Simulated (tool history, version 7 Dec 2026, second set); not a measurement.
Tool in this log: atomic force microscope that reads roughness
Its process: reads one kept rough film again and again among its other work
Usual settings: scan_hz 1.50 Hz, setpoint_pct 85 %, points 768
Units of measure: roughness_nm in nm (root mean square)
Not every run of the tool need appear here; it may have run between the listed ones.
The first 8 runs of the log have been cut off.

run	day	scan_hz	setpoint_pct	points	roughness_nm
9	5.733	0.95	85	768	2.439
10	6.262	0.95	85	768	2.427
11	7.092	0.95	85	511	2.413
12	7.821	0.95	85	511	2.403
13	8.383	0.95	62	511	2.518
14	8.971	0.51	85	768	2.457
15	9.512	1.33	85	768	2.299
16	10.367	1.33	85	768	2.280
17	11.400	0.81	85	768	2.376
18	12.017	0.81	85	768	2.330
# day 12.317: new tip fitted
19	12.829	0.81	85	768	2.452
20	13.567	3.04	85	768	2.081
21	14.600	3.04	85	768	2.057
22	15.392	3.04	85	768	2.046
23	16.138	3.04	85	768	2.031
24	16.729	1.50	85	768	2.268
25	17.462	1.50	85	768	2.254
26	18.246	1.50	56	768	2.467
27	18.900	1.50	56	768	2.437

What does the tool deliver on the next run?
28	19.683	1.50	56	768	?

{"run 28": {"roughness_nm": 2.453}}
Minus the tool's unlogged condition, the same run would have read roughness_nm 2.622 nm (root mean square).

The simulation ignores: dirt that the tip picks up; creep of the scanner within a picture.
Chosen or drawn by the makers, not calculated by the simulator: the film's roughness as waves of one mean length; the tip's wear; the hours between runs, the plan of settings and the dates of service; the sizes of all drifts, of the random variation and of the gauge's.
